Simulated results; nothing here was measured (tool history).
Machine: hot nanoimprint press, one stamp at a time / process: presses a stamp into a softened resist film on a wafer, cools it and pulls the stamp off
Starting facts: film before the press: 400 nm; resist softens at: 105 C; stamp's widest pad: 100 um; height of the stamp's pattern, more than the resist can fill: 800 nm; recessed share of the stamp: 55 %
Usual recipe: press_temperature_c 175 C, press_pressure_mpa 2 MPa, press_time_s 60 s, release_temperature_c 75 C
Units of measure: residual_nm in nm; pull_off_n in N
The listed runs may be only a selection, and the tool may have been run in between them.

run    day  press_temperature_c  press_pressure_mpa  press_time_s  release_temperature_c  residual_nm  pull_off_n
  1      0                  175                   2            60                     75        197.9         165
  2  0.221                  175                   2            60                     75        196.4         163
  3  0.517                  175                   2            52                     75          206         166
  4    0.7                  175                   2            73                     75        184.3         164
  5  0.921                  175                   2            73                     75        185.9         166
  6   1.25                  175                   2            60                     75          198         164
  7  1.604                  175                   2            60                     75        198.8         165
  8  1.879                  175                   2            60                     65        198.3         197
  9  2.296                  175                   2            60                     65        199.1         202
 10  2.646                  175                   2            60                     65        198.4         201
 11  2.871                  175                   2            60                     65        201.5         202
 12  3.142                  175                   2            60                     75        199.4         163
 13  3.471                  175                   2            60                     75        200.6         165
 14  3.808                  175                   2            60                     67        203.9         198
 15  4.012                  175                   2            60                     67        200.9         192
 16   4.45                  175                2.05            60                     82        198.6         142
 17  4.833                  186                2.83            93                     83        102.4         140
 18  5.229                  168                   2            60                     71        246.7         179
     5.412  -- gauge calibrated
 19  5.671                  175                   2            60                     82        197.9         141
 20  6.096                  185                2.42            50                     82        143.5         149
 21    6.5                  185                2.42            50                     82        143.7         140
 22  6.746                  175                3.17            31                     78        197.9         153
 23  6.983                  175                   2            60                     75        199.6         166
 24  7.304                  168                1.26            69                     82        280.6         135
 25  7.604                  168                1.26            69                     82          282         146
 26  7.971                  175                1.24            70                     77        238.2         160
 27  8.292                  175                1.45            60                     75        232.5         170
 28  8.617                  175                1.45            60                     75        231.6         161
 29  8.958                  175                1.45            60                     75        231.9         164
 30  9.404                  175                   2            94                     75        173.7         167

Forecast each of these 4 alternatives for the next run:
  A  9.812                  169                   2            49                     75            ?           ?
  B  9.812                  178                   2            60                     75            ?           ?
  C  9.812                  175                   2            94                     74            ?           ?
  D  9.812                  175                1.51            41                     73            ?           ?

run  residual_nm  pull_off_n
  A        254.6         169
  B        184.9         170
  C        170.8         170
  D        258.3         173
With no hidden state in the tool, these same runs would have given:
run  residual_nm  pull_off_n
  A        249.8         168
  B        181.4         169
  C        167.6         170
  D        253.4         173
